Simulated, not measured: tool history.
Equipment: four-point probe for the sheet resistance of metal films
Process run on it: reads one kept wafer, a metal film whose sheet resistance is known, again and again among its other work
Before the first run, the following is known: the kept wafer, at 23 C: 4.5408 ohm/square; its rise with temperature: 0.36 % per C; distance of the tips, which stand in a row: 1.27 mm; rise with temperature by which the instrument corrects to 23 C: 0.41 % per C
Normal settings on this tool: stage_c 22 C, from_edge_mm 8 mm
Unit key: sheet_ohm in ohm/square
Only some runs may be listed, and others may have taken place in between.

Run 1, hour 0.0: usual settings. Result: sheet_ohm 4.578867 ohm/square.
Run 2, hour 36.8: usual settings. Result: sheet_ohm 4.579363 ohm/square.
Run 3, hour 86.3: usual settings. Result: sheet_ohm 4.577182 ohm/square.
Run 4, hour 133.5: usual settings. Result: sheet_ohm 4.579009 ohm/square.
Run 5, hour 203.5: usual settings. Result: sheet_ohm 4.578146 ohm/square.
Run 6, hour 288.0: usual settings. Result: sheet_ohm 4.577608 ohm/square.
Run 7, hour 326.6: usual settings but from_edge_mm 51 mm. Result: sheet_ohm 4.519836 ohm/square.
Run 8, hour 381.8: usual settings but from_edge_mm 51 mm. Result: sheet_ohm 4.518330 ohm/square.
Run 9, hour 426.2: usual settings but from_edge_mm 7 mm. Result: sheet_ohm 4.595271 ohm/square.
Run 10, hour 482.5: usual settings but from_edge_mm 7 mm. Result: sheet_ohm 4.596812 ohm/square.
Run 11, hour 539.3: usual settings but from_edge_mm 7 mm. Result: sheet_ohm 4.595398 ohm/square.
Run 12, hour 628.5: usual settings but from_edge_mm 7 mm. Result: sheet_ohm 4.594724 ohm/square.
Run 13, hour 669.2: usual settings but from_edge_mm 7 mm. Result: sheet_ohm 4.595648 ohm/square.
Run 14, hour 751.5: usual settings but from_edge_mm 40 mm. Result: sheet_ohm 4.519392 ohm/square.
Run 15, hour 795.1: usual settings but stage_c 31 C. Result: sheet_ohm 4.560692 ohm/square.
At hour 834.8: stage's thermometer calibrated.
Run 16, hour 844.5: usual settings but stage_c 31 C. Result: sheet_ohm 4.561887 ohm/square.
Run 17, hour 902.8: usual settings but stage_c 31 C. Result: sheet_ohm 4.561109 ohm/square.
Run 18, hour 950.3: usual settings but stage_c 31 C. Result: sheet_ohm 4.561200 ohm/square.
Run 19, hour 1002.3: usual settings but stage_c 31 C. Result: sheet_ohm 4.558737 ohm/square.
Run 20, hour 1069.2: usual settings but stage_c 31 C. Result: sheet_ohm 4.561740 ohm/square.
Run 21, hour 1157.9: usual settings but stage_c 31 C. Result: sheet_ohm 4.559803 ohm/square.
At hour 1166.7: stage's thermometer calibrated, once more.
Run 22, hour 1215.1: usual settings. Result: sheet_ohm 4.570447 ohm/square.
Run 23, hour 1264.4: usual settings but stage_c 33 C, from_edge_mm 50 mm. Result: sheet_ohm 4.490908 ohm/square.
Run 24, hour 1311.0: usual settings but stage_c 33 C, from_edge_mm 50 mm. Result: sheet_ohm 4.490217 ohm/square.
Run 25, hour 1363.8: usual settings but stage_c 19 C, from_edge_mm 12 mm. Result: sheet_ohm 4.543674 ohm/square.
Run 26, hour 1421.7: usual settings but stage_c 33 C, from_edge_mm 54 mm. Result: sheet_ohm 4.487580 ohm/square.
Run 27, hour 1475.2: usual settings but stage_c 27 C, from_edge_mm 22 mm. Result: sheet_ohm 4.506968 ohm/square.
Run 28, hour 1549.8: usual settings but stage_c 23 C, from_edge_mm 6 mm. Result: sheet_ohm 4.614712 ohm/square.
Run 29, hour 1614.4: usual settings but from_edge_mm 35 mm. Result: sheet_ohm 4.511764 ohm/square.
Run 30, hour 1687.9: usual settings but from_edge_mm 35 mm. Result: sheet_ohm 4.512194 ohm/square.
Run 31, hour 1744.1: usual settings but stage_c 35 C, from_edge_mm 14 mm. Result: sheet_ohm 4.504976 ohm/square.
Run 32, hour 1806.9: usual settings but stage_c 26 C, from_edge_mm 22 mm. Result: sheet_ohm 4.508519 ohm/square.
Run 33, hour 1865.2: usual settings but stage_c 30 C, from_edge_mm 5 mm. Result: sheet_ohm 4.642777 ohm/square.
Run 34, hour 1950.7: usual settings but stage_c 33 C, from_edge_mm 18 mm. Result: sheet_ohm 4.498873 ohm/square.
Run 35, hour 2017.9: usual settings but stage_c 30 C, from_edge_mm 21 mm. Result: sheet_ohm 4.500103 ohm/square.
Run 36, hour 2066.1: usual settings but stage_c 23 C, from_edge_mm 6 mm. Result: sheet_ohm 4.612821 ohm/square.
Run 37, hour 2142.6: usual settings but stage_c 23 C, from_edge_mm 6 mm. Result: sheet_ohm 4.611426 ohm/square.
Run 38, hour 2184.7: usual settings but stage_c 23 C, from_edge_mm 6 mm. Result: sheet_ohm 4.613004 ohm/square.
Run 39, hour 2262.4: usual settings but stage_c 20 C, from_edge_mm 32 mm. Result: sheet_ohm 4.515129 ohm/square.
Run 40, hour 2320.5: usual settings but stage_c 33 C, from_edge_mm 5 mm. Result: sheet_ohm 4.635476 ohm/square.
Run 41, hour 2386.0: usual settings but stage_c 27 C, from_edge_mm 4 mm. Result: sheet_ohm 4.728120 ohm/square.
Run 42, hour 2445.1: usual settings but stage_c 19 C, from_edge_mm 6 mm. Result: sheet_ohm 4.620598 ohm/square.
Run 43, hour 2497.5: usual settings but stage_c 19 C, from_edge_mm 6 mm. Result: sheet_ohm 4.617078 ohm/square.
Run 44, hour 2571.2: usual settings but stage_c 19 C. Result: sheet_ohm 4.573073 ohm/square.

Forecast each of these 5 alternatives for the next run:
Run A, hour 2642.6: usual settings but from_edge_mm 5 mm. Result: sheet_ohm ?.
Run B, hour 2642.6: usual settings but stage_c 23 C, from_edge_mm 19 mm. Result: sheet_ohm ?.
Run C, hour 2642.6: usual settings but stage_c 19 C, from_edge_mm 27 mm. Result: sheet_ohm ?.
Run D, hour 2642.6: usual settings but stage_c 28 C, from_edge_mm 26 mm. Result: sheet_ohm ?.
Run E, hour 2642.6: usual settings but stage_c 34 C, from_edge_mm 56 mm. Result: sheet_ohm ?.

run  sheet_ohm
  A   4.658093
  B   4.514825
  C   4.517644
  D   4.499011
  E   4.484757
Without the tool's hidden state the same runs would have given:
run  sheet_ohm
  A   4.695829
  B   4.551493
  C   4.554335
  D   4.535557
  E   4.521193
